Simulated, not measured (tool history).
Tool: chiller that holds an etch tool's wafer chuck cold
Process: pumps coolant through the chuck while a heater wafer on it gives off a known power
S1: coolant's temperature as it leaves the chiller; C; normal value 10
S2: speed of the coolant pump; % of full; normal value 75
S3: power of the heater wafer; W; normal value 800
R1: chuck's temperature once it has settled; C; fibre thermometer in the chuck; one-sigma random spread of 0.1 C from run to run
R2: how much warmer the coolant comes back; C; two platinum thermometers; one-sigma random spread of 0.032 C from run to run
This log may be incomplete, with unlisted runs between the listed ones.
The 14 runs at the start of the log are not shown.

| run | hour | S1 | S2 | S3 | R1 | R2 |
|---|---|---|---|---|---|---|
| 15 | 896.6 | 10 | 87 | 539 | 14.5 | 2.04 |
| 16 | 946.7 | 10 | 87 | 539 | 14.5 | 2.08 |
| 17 | 1026.3 | 18 | 75 | 1169 | 29.0 | 5.33 |
| 18 | 1093.9 | 14 | 81 | 899 | 22.0 | 3.74 |
| 19 | 1171.9 | 14 | 81 | 899 | 22.1 | 3.74 |
| 20 | 1270.3 | 9 | 68 | 869 | 18.0 | 4.39 |
| 21 | 1362.7 | 10 | 87 | 648 | 15.5 | 2.48 |
| 22 | 1462.6 | 17 | 61 | 736 | 25.3 | 4.19 |
| 23 | 1522.4 | 17 | 61 | 736 | 25.5 | 4.12 |
| 24 | 1586.9 | 17 | 68 | 736 | 24.6 | 3.72 |
| 25 | 1660.6 | 3 | 98 | 475 | 6.6 | 1.64 |
| 26 | 1741.1 | 19 | 61 | 913 | 29.4 | 5.14 |
| 27 | 1802.2 | 0 | 74 | 1135 | 11.0 | 5.20 |
| 28 | 1873.4 | 0 | 74 | 1135 | 11.0 | 5.20 |
| 29 | 1940.9 | 10 | 66 | 1157 | 22.5 | 5.94 |
| 30 | 2020.6 | 10 | 66 | 1157 | 22.3 | 5.91 |
| 31 | 2063.0 | 10 | 66 | 1157 | 22.4 | 6.06 |

Here are 4 independent what-if runs from the current tool condition. What would each one return?
| A | 2144.7 | 10 | 66 | 1086 | ? | ? |
| B | 2144.7 | 7 | 75 | 800 | ? | ? |
| C | 2144.7 | 18 | 70 | 1021 | ? | ? |
| D | 2144.7 | 10 | 88 | 466 | ? | ? |

| run | R1 | R2 |
|---|---|---|
| A | 21.7 | 5.60 |
| B | 14.7 | 3.63 |
| C | 28.5 | 5.00 |
| D | 14.0 | 1.80 |
The same runs, with their run-to-run variation unchanged, on a tool lacking any hidden condition would have given:
| run | R1 | R2 |
|---|---|---|
| A | 21.7 | 5.60 |
| B | 14.7 | 3.63 |
| C | 28.5 | 5.00 |
| D | 14.0 | 1.80 |
